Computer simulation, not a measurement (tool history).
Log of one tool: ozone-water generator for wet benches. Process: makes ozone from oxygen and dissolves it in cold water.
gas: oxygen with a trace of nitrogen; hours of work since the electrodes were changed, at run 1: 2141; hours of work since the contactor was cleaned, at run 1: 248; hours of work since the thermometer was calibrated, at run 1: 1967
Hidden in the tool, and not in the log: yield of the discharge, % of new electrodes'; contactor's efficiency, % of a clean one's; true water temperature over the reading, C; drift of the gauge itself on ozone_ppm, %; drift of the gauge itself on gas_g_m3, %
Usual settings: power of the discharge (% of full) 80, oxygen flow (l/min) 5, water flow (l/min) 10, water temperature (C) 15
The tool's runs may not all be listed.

| run | day | power of the discharge (% of full) | oxygen flow (l/min) | water flow (l/min) | water temperature (C) | hours of work since the electrodes were changed | hours of work since the contactor was cleaned | hours of work since the thermometer was calibrated | dissolved ozone (ppm) | ozone in the gas ahead of the water (g/m3) |
|---|---|---|---|---|---|---|---|---|---|---|
| 1 | 0 | 80 | 5 | 10 | 15 | 2141 | 248 | 1967 | 34.8 | 245.3 |
| 2 | 1.954 | 80 | 3.11 | 10 | 15 | 2186 | 292 | 2011 | 36.9 | 328.4 |
| 3 | 4.342 | 80 | 5 | 10 | 15 | 2240 | 347 | 2065 | 34.3 | 246 |
| 4 | 6.471 | 80 | 5 | 10 | 15 | 2288 | 395 | 2114 | 33.9 | 245.5 |
| 5 | 8.338 | 80 | 5 | 10 | 9 | 2331 | 437 | 2156 | 38.2 | 247.5 |
| 6 | 10.579 | 80 | 5 | 10 | 15 | 2382 | 488 | 2207 | 33.9 | 244.4 |
| 7 | 11.896 | 80 | 5 | 10 | 15 | 2412 | 518 | 2237 | 33.9 | 242 |
| 8 | 14.108 | 80 | 5 | 10 | 15 | 2462 | 568 | 2287 | 34 | 246.9 |
| 9 | 15.112 | 80 | 5 | 11 | 15 | 2485 | 591 | 2310 | 31.8 | 245.1 |
|  | 15.25 | water thermometer calibrated |
| 10 | 16.5 | 80 | 5 | 11 | 15 | 2516 | 622 | 28 | 31.8 | 245.1 |
| 11 | 17.783 | 80 | 5 | 10 | 8 | 2545 | 652 | 58 | 38.4 | 245.1 |
| 12 | 18.921 | 80 | 5 | 10 | 15 | 2571 | 677 | 83 | 33.9 | 241.6 |
| 13 | 21.271 | 80 | 3.08 | 10 | 15 | 2624 | 731 | 137 | 36.4 | 324.6 |
| 14 | 23.6 | 80 | 5 | 10 | 15 | 2677 | 784 | 190 | 33.5 | 242 |
| 15 | 24.604 | 80 | 5 | 10 | 15 | 2700 | 807 | 213 | 33.6 | 241.2 |
| 16 | 25.879 | 80 | 5 | 14 | 15 | 2729 | 836 | 242 | 26.8 | 243.1 |
|  | 26.962 | water thermometer calibrated, once more |
| 17 | 28.033 | 80 | 5 | 14 | 15 | 2777 | 884 | 24 | 26.2 | 240.5 |
| 18 | 29.55 | 80 | 5 | 14 | 15 | 2812 | 918 | 59 | 26.5 | 242.8 |
| 19 | 31.75 | 99 | 5 | 14 | 15 | 2862 | 968 | 109 | 31.9 | 291.4 |
| 20 | 33.204 | 90 | 5 | 8 | 10 | 2895 | 1002 | 142 | 46.7 | 265.9 |
| 21 | 34.283 | 90 | 6.9 | 6 | 10 | 2920 | 1026 | 166 | 50.3 | 217.2 |
| 22 | 35.954 | 90 | 6.9 | 6 | 10 | 2957 | 1064 | 204 | 49.8 | 217.4 |
| 23 | 37.404 | 90 | 7.18 | 10 | 10 | 2990 | 1097 | 237 | 37.7 | 211.3 |
| 24 | 39.038 | 81 | 3.74 | 15 | 14 | 3028 | 1134 | 274 | 26.2 | 291.5 |
| 25 | 40.533 | 81 | 3.88 | 13 | 14 | 3062 | 1168 | 308 | 29 | 280.9 |
| 26 | 41.621 | 81 | 3.88 | 13 | 14 | 3086 | 1193 | 333 | 29 | 280 |
| 27 | 43.971 | 81 | 3.88 | 7 | 14 | 3140 | 1246 | 387 | 45.2 | 281.5 |
| 28 | 46.075 | 81 | 3.93 | 7 | 10 | 3187 | 1294 | 434 | 48.7 | 276.8 |
| 29 | 47.371 | 64 | 3.93 | 10 | 10 | 3217 | 1323 | 464 | 30.8 | 226.6 |
| 30 | 48.35 | 64 | 3.93 | 10 | 10 | 3239 | 1346 | 486 | 30.8 | 227.3 |
| 31 | 50.033 | 64 | 3.93 | 10 | 10 | 3277 | 1384 | 524 | 30.7 | 226.5 |
| 32 | 52.225 | 64 | 3.93 | 10 | 10 | 3327 | 1434 | 574 | 30.7 | 229 |

How the hidden state differs across the entries between the runs, from the last listed run before each to the first after it:
Between runs 9 and 10: water thermometer calibrated (day 15.25)
  yield of the discharge, % of new electrodes': 93.7 -> 93.6; contactor's efficiency, % of a clean one's: 98.5 -> 98.4; true water temperature over the reading, C: 0.17 -> 0.2
  measured less the result without the state, dissolved ozone (ppm): -2.8 -> -2.8; ozone in the gas ahead of the water (g/m3): -18.5 -> -18.8
Between runs 16 and 17: water thermometer calibrated, once more (day 26.962)
  yield of the discharge, % of new electrodes': 93.1 -> 92.9; contactor's efficiency, % of a clean one's: 98 -> 97.9; true water temperature over the reading, C: 0.21 -> -0.01
  measured less the result without the state, dissolved ozone (ppm): -2.6 -> -2.6; ozone in the gas ahead of the water (g/m3): -20.3 -> -20.5
